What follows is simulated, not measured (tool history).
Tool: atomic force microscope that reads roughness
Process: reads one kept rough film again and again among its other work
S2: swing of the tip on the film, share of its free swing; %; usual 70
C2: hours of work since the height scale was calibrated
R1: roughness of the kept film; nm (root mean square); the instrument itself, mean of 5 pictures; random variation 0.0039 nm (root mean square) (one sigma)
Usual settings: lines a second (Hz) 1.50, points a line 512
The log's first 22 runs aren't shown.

{"hour": 770.8, "done": "new tip fitted"}
{"run": 23, "hour": 789.4, "lines a second (Hz)": 0.9, "S2": 88, "points a line": 500, "pictures with this tip": 29, "C2": 149, "R1": 1.16}
{"run": 24, "hour": 838.9, "lines a second (Hz)": 1.5, "S2": 65, "points a line": 572, "pictures with this tip": 106, "C2": 181, "R1": 1.206}
{"hour": 861.7, "done": "height scale calibrated on a step standard, once more"}
{"run": 25, "hour": 861.7, "lines a second (Hz)": 0.77, "S2": 76, "points a line": 267, "pictures with this tip": 140, "C2": 0, "R1": 1.213}
{"run": 26, "hour": 908.4, "lines a second (Hz)": 2.31, "S2": 74, "points a line": 491, "pictures with this tip": 213, "C2": 29, "R1": 1.127}
{"run": 27, "hour": 930.8, "lines a second (Hz)": 2.31, "S2": 74, "points a line": 491, "pictures with this tip": 248, "C2": 44, "R1": 1.125}
{"run": 28, "hour": 956.3, "lines a second (Hz)": 2.31, "S2": 74, "points a line": 491, "pictures with this tip": 288, "C2": 60, "R1": 1.116}
{"hour": 978.0, "done": "new tip fitted"}
{"run": 29, "hour": 993.8, "lines a second (Hz)": 2.31, "S2": 74, "points a line": 491, "pictures with this tip": 25, "C2": 83, "R1": 1.142}
{"run": 30, "hour": 1040.9, "lines a second (Hz)": 0.57, "S2": 70, "points a line": 512, "pictures with this tip": 99, "C2": 113, "R1": 1.244}
{"run": 31, "hour": 1084.5, "lines a second (Hz)": 0.57, "S2": 70, "points a line": 512, "pictures with this tip": 167, "C2": 141, "R1": 1.233}
{"run": 32, "hour": 1118.4, "lines a second (Hz)": 2.87, "S2": 63, "points a line": 314, "pictures with this tip": 220, "C2": 162, "R1": 1.165}
{"run": 33, "hour": 1144.0, "lines a second (Hz)": 1.5, "S2": 70, "points a line": 382, "pictures with this tip": 260, "C2": 178, "R1": 1.178}
{"hour": 1182.1, "done": "new tip fitted"}
{"run": 34, "hour": 1187.7, "lines a second (Hz)": 2.38, "S2": 85, "points a line": 512, "pictures with this tip": 8, "C2": 206, "R1": 1.059}
{"run": 35, "hour": 1234.3, "lines a second (Hz)": 2.38, "S2": 85, "points a line": 512, "pictures with this tip": 81, "C2": 235, "R1": 1.05}
{"run": 36, "hour": 1270.1, "lines a second (Hz)": 2.38, "S2": 85, "points a line": 512, "pictures with this tip": 137, "C2": 258, "R1": 1.042}
{"run": 37, "hour": 1303.0, "lines a second (Hz)": 2.38, "S2": 85, "points a line": 512, "pictures with this tip": 189, "C2": 279, "R1": 1.031}
{"run": 38, "hour": 1354.6, "lines a second (Hz)": 0.73, "S2": 80, "points a line": 683, "pictures with this tip": 269, "C2": 311, "R1": 1.191}
{"hour": 1386.9, "done": "new tip fitted"}
{"run": 39, "hour": 1392.5, "lines a second (Hz)": 2.18, "S2": 70, "points a line": 320, "pictures with this tip": 9, "C2": 335, "R1": 1.177}

Forecast each of these 5 alternatives for the next run:
{"run": "A", "hour": 1419.5, "lines a second (Hz)": 0.85, "S2": 73, "points a line": 906, "pictures with this tip": 51, "C2": 352, "R1": "?"}
{"run": "B", "hour": 1419.5, "lines a second (Hz)": 1.5, "S2": 70, "points a line": 529, "pictures with this tip": 51, "C2": 352, "R1": "?"}
{"run": "C", "hour": 1419.5, "lines a second (Hz)": 1.5, "S2": 73, "points a line": 512, "pictures with this tip": 51, "C2": 352, "R1": "?"}
{"run": "D", "hour": 1419.5, "lines a second (Hz)": 3.33, "S2": 65, "points a line": 329, "pictures with this tip": 51, "C2": 352, "R1": "?"}
{"run": "E", "hour": 1419.5, "lines a second (Hz)": 1.5, "S2": 75, "points a line": 512, "pictures with this tip": 51, "C2": 352, "R1": "?"}

run=A R1=1.229
run=B R1=1.206
run=C R1=1.184
run=D R1=1.162
run=E R1=1.185
Without the tool's hidden state the same runs would have given:
run=A R1=1.241
run=B R1=1.217
run=C R1=1.195
run=D R1=1.173
run=E R1=1.196

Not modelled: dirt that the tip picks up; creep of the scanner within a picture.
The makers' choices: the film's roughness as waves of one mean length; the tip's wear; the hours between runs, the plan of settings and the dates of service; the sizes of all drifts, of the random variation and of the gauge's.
